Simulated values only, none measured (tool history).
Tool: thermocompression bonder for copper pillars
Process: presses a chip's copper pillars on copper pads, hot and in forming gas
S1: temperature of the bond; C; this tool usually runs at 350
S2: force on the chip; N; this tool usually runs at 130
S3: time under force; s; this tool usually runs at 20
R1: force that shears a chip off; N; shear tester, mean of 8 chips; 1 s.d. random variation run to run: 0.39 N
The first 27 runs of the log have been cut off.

Run 28, day 45.962: usual settings but S2 82 N, S3 13 s. Result: R1 23.7 N.
At day 47.412: forming gas filter changed.
Run 29, day 47.425: usual settings but S1 344 C, S2 82 N, S3 13 s. Result: R1 22.1 N.
Run 30, day 48.946: usual settings but S2 133 N, S3 26 s. Result: R1 43.3 N.
Run 31, day 51.142: usual settings but S1 374 C, S2 83 N, S3 54 s. Result: R1 50.2 N.
Run 32, day 52.3: usual settings but S1 374 C, S2 83 N, S3 54 s. Result: R1 50.3 N.
At day 54.496: forming gas filter changed.
Run 33, day 54.546: usual settings but S1 374 C, S2 83 N, S3 54 s. Result: R1 50 N.
Run 34, day 55.871: usual settings but S1 359 C, S2 159 N, S3 17 s. Result: R1 45.3 N.
Run 35, day 57.596: usual settings but S1 359 C, S2 159 N, S3 17 s. Result: R1 45.6 N.
Run 36, day 59.908: usual settings but S3 13 s. Result: R1 33.2 N.
At day 61.579: forming gas filter changed.
Run 37, day 62.292: usual settings but S1 333 C, S2 89 N, S3 16 s. Result: R1 22.6 N.
Run 38, day 64.462: usual settings but S1 342 C, S2 119 N, S3 16 s. Result: R1 31.1 N.

Alternative continuations, all from the tool just after run 38; predict every row:
Run A, day 65.467: usual settings but S1 358 C, S2 119 N, S3 15 s. Result: R1 ?.
Run B, day 65.467: usual settings but S2 93 N. Result: R1 ?.
Run C, day 65.467: usual settings but S3 13 s. Result: R1 ?.

run    R1
  A  35.9
  B  30.3
  C  33.1
Had the tool no hidden state, the same runs would have come out as:
run    R1
  A    36
  B  30.4
  C  33.2

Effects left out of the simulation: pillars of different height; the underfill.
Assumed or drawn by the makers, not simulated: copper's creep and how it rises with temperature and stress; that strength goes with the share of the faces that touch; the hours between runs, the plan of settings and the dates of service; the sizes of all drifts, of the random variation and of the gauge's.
